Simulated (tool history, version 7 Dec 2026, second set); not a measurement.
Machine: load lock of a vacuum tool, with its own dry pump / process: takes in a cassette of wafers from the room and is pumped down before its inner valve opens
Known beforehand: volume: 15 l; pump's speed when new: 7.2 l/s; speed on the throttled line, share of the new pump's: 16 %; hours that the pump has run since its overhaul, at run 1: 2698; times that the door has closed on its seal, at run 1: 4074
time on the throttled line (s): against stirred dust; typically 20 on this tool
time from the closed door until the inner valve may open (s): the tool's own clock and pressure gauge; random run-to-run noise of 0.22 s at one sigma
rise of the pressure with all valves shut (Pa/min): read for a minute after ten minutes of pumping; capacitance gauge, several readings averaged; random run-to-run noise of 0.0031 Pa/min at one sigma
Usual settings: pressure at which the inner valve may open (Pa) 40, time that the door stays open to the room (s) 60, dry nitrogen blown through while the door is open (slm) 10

| run | hour | time on the throttled line (s) | pressure at which the inner valve may open (Pa) | time that the door stays open to the room (s) | dry nitrogen blown through while the door is open (slm) | hours that the pump has run since its overhaul | times that the door has closed on its seal | incoming humidity of the room's air, % | time from the closed door until the inner valve may open (s) | rise of the pressure with all valves shut (Pa/min) |
|---|---|---|---|---|---|---|---|---|---|---|
| 1 | 0 | 20 | 40 | 60 | 10 | 2698 | 4074 | 43 | 33.8 | 0.076 |
| 2 | 99.4 | 20 | 40 | 60 | 10 | 2797 | 4407 | 47.8 | 33.7 | 0.088 |
| 3 | 179.9 | 20 | 40 | 229 | 10 | 2878 | 4677 | 44.2 | 34 | 0.192 |
| 4 | 293 | 20 | 40 | 229 | 10 | 2991 | 5056 | 39 | 33.7 | 0.165 |
| 5 | 394 | 20 | 40 | 229 | 10 | 3092 | 5394 | 45.4 | 34.1 | 0.201 |
| 6 | 516.1 | 20 | 40 | 229 | 10 | 3214 | 5804 | 44.3 | 34.1 | 0.193 |
| 7 | 603.9 | 20 | 34 | 60 | 10 | 3302 | 6098 | 45.9 | 34.3 | 0.089 |
| 8 | 659 | 20 | 40 | 60 | 10 | 3357 | 6282 | 45.5 | 34 | 0.089 |
| 9 | 728.7 | 20 | 40 | 60 | 10 | 3427 | 6516 | 45.3 | 34.5 | 0.092 |
| 10 | 787.8 | 20 | 40 | 60 | 10 | 3486 | 6714 | 47.7 | 34.2 | 0.099 |
| 11 | 866.3 | 39 | 40 | 60 | 10 | 3564 | 6977 | 47.5 | 50.4 | 0.103 |
| 12 | 947.8 | 20 | 64 | 60 | 10 | 3646 | 7250 | 45.2 | 32.8 | 0.1 |
| 13 | 1010.7 | 20 | 40 | 60 | 10 | 3709 | 7461 | 45.8 | 34 | 0.101 |
| 14 | 1112.9 | 20 | 40 | 60 | 10 | 3811 | 7804 | 43 | 34 | 0.099 |
| 15 | 1183.8 | 20 | 44 | 60 | 10 | 3882 | 8041 | 45.6 | 33.8 | 0.1 |
| 16 | 1269 | 30 | 56 | 60 | 6 | 3967 | 8327 | 47.1 | 41.5 | 0.106 |
| 17 | 1338.1 | 18 | 40 | 60 | 6 | 4036 | 8558 | 46.3 | 32.5 | 0.111 |
| 18 | 1412.4 | 15 | 39 | 71 | 19 | 4110 | 8807 | 44.2 | 30.2 | 0.095 |
| 19 | 1520.8 | 11 | 40 | 60 | 10 | 4219 | 9171 | 43.8 | 26.8 | 0.109 |
| 20 | 1634.6 | 18 | 40 | 54 | 6 | 4333 | 9552 | 45.3 | 32.5 | 0.116 |
| 21 | 1753.3 | 18 | 64 | 182 | 4 | 4451 | 9950 | 46.6 | 31.3 | 0.224 |
| 22 | 1854.1 | 31 | 34 | 183 | 24 | 4552 | 10287 | 47.7 | 43.8 | 0.159 |
| 23 | 1936 | 20 | 41 | 47 | 10 | 4634 | 10562 | 45.8 | 33.8 | 0.107 |
| 24 | 1996.6 | 20 | 41 | 47 | 10 | 4695 | 10765 | 44.9 | 33.7 | 0.1 |
| 25 | 2105.3 | 31 | 40 | 121 | 10 | 4803 | 11130 | 47.1 | 43 | 0.164 |
| 26 | 2229.4 | 12 | 79 | 135 | 27 | 4927 | 11545 | 43.3 | 26.4 | 0.132 |
| 27 | 2354.2 | 20 | 68 | 149 | 10 | 5052 | 11964 | 45.2 | 33.1 | 0.183 |

Forecast each of these 5 alternatives for the next run:
| A | 2430.8 | 11 | 68 | 169 | 10 | 5129 | 12220 | 42.5 | ? | ? |
| B | 2430.8 | 11 | 68 | 149 | 10 | 5129 | 12220 | 47.3 | ? | ? |
| C | 2430.8 | 20 | 47 | 149 | 10 | 5129 | 12220 | 45 | ? | ? |
| D | 2430.8 | 20 | 40 | 60 | 4 | 5129 | 12220 | 46.1 | ? | ? |
| E | 2430.8 | 20 | 68 | 86 | 16 | 5129 | 12220 | 44 | ? | ? |

| run | time from the closed door until the inner valve may open (s) | rise of the pressure with all valves shut (Pa/min) |
|---|---|---|
| A | 25.7 | 0.194 |
| B | 25.3 | 0.191 |
| C | 34 | 0.188 |
| D | 34.5 | 0.135 |
| E | 33.1 | 0.13 |
With the hidden condition removed and each run's random variation left untouched, the same runs would have given:
| run | time from the closed door until the inner valve may open (s) | rise of the pressure with all valves shut (Pa/min) |
|---|---|---|
| A | 24.7 | 0.142 |
| B | 24.4 | 0.139 |
| C | 33.1 | 0.136 |
| D | 33.6 | 0.083 |
| E | 32.3 | 0.078 |
